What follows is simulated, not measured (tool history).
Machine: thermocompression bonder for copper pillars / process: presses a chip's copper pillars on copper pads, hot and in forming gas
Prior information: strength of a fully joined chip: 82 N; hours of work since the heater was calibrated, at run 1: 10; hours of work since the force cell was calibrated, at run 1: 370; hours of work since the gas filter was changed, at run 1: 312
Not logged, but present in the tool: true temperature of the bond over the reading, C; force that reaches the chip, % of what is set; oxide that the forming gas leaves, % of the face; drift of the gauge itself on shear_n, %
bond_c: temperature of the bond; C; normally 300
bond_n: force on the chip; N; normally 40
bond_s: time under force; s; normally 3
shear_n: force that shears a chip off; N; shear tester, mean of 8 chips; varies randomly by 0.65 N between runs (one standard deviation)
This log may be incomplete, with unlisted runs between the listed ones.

run     day  bond_c  bond_n  bond_s  hours of work since the heater was calibrated  hours of work since the force cell was calibrated  hours of work since the gas filter was changed  shear_n
  1   0.000     300      40       3                                             10                                                370                                             312     38.3
  2   0.538     300      40       3                                             17                                                377                                             319     38.0
  3   1.304     300      40       3                                             28                                                387                                             329     38.4
      1.658  -- forming gas filter changed
  4   1.792     300      40       3                                             34                                                394                                               2     41.8
  5   2.417     300      40       3                                             42                                                402                                              10     40.9
  6   2.771     300      40       6                                             47                                                407                                              15     52.1
  7   3.175     300      40       3                                             52                                                412                                              20     40.5
  8   3.671     307      40       3                                             59                                                418                                              27     44.7
  9   4.312     307      40       3                                             67                                                427                                              35     45.2
 10   4.658     300      40       3                                             72                                                432                                              40     41.7
 11   5.200     300      40       3                                             79                                                439                                              47     40.8
 12   5.862     300      40       3                                             88                                                448                                              56     40.6
 13   6.617     300      40       3                                             98                                                458                                              66     40.4
 14   7.196     300      40       3                                            106                                                465                                              73     42.0
 15   7.633     300      40       4                                            111                                                471                                              79     43.0
 16   8.225     300      40       3                                            119                                                479                                              87     40.1
 17   8.858     300      40       3                                            128                                                487                                              95     41.4
 18   9.550     300      40       3                                            137                                                496                                             105     39.7
 19  10.138     300      40       3                                            145                                                504                                             112     39.8
 20  10.950     281      53       4                                            155                                                515                                             123     41.7
     11.100  -- heater calibrated with a thermocouple chip
 21  11.617     313      40       6                                              7                                                523                                             131     54.0
 22  12.179     300      52       4                                             14                                                530                                             138     48.7
 23  12.971     300      52       4                                             25                                                541                                             149     47.8
 24  13.529     300      52       4                                             32                                                548                                             156     48.1
 25  14.125     300      52       4                                             40                                                556                                             164     47.7
 26  14.692     320      41       2                                             48                                                564                                             172     40.8
 27  15.325     305      28       3                                             56                                                572                                             180     33.9
     15.838  -- heater calibrated with a thermocouple chip, once more
 28  16.079     322      58       2                                              3                                                581                                             189     49.5
 29  16.588     322      58       2                                             10                                                588                                             196     49.0
 30  17.100     322      58       2                                             17                                                594                                             203     48.9
 31  17.804     322      58       2                                             26                                                604                                             212     48.8
 32  18.142     280      50       8                                             31                                                608                                             216     50.5
 33  18.596     318      28       2                                             37                                                614                                             222     32.8
 34  19.183     297      50       2                                             44                                                622                                             230     36.3
 35  19.662     300      27       5                                             51                                                628                                             237     38.0
 36  20.008     299      37       2                                             55                                                633                                             241     32.0
 37  20.692     299      37       3                                             64                                                642                                             250     36.1

What if the next run were any one of these 5? Each begins from the tool's condition after run 37:
  A  21.412     299      50       3                                             74                                                652                                             260        ?
  B  21.412     299      49       3                                             74                                                652                                             260        ?
  C  21.412     284      30       2                                             74                                                652                                             260        ?
  D  21.412     310      37       3                                             74                                                652                                             260        ?
  E  21.412     308      37       4                                             74                                                652                                             260        ?

run  shear_n
  A     41.4
  B     41.2
  C     23.7
  D     40.5
  E     43.1
Take away the tool's hidden state, keep each run's random variation, and the runs would have read:
run  shear_n
  A     45.3
  B     45.1
  C     26.0
  D     44.3
  E     47.1
